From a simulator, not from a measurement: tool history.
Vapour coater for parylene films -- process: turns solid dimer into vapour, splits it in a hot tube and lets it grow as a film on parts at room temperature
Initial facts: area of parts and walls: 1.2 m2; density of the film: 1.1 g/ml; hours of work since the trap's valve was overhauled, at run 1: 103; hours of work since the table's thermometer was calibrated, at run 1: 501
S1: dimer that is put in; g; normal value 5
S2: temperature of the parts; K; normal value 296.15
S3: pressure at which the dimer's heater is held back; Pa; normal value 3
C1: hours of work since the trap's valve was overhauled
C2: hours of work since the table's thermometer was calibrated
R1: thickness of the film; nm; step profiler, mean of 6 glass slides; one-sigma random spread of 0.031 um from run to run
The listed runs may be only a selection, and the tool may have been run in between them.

run,day,S1,S2,S3,C1,C2,R1
1,0,5,296.15,3,103,501,2840
2,0.817,5,296.15,3,113,512,2850
3,2.208,2,296.15,3,132,531,1150
4,3.396,2,289.15,3,148,546,1440
5,5.242,2,289.15,3,172,571,1460
# day 5.408: table's thermometer calibrated
6,6.7,5,294.15,3,191,17,3000
7,8.412,5,296.15,10.58,214,40,2100
8,9.454,5,296.15,3,227,54,2670
9,10.829,2,303.15,3,246,72,780
10,11.975,7,296.15,6.79,261,87,3160
11,13.421,9,297.15,3.2,280,106,4530
12,14.817,9,297.15,4.28,298,125,4280
# day 15.242: table's thermometer calibrated, once more
13,15.758,5,297.15,2.13,310,7,2900
14,17.108,5,297.15,2.13,328,25,2840
15,18.15,5,297.15,2.13,342,39,2850
16,19.008,5,299.15,3,353,50,2410

What if the next run were any one of these 5? Each begins from the tool's condition after run 16:
A,20.017,5,299.15,3,367,63,?
B,20.017,5,297.15,3,367,63,?
C,20.017,6,299.15,3,367,63,?
D,20.017,5,293.15,3,367,63,?
E,20.017,5,291.15,3.79,367,63,?

run,R1
A,2410
B,2710
C,2900
D,3140
E,3390
Without the tool's hidden state the same runs would have given:
run,R1
A,2550
B,2870
C,3070
D,3330
E,3590
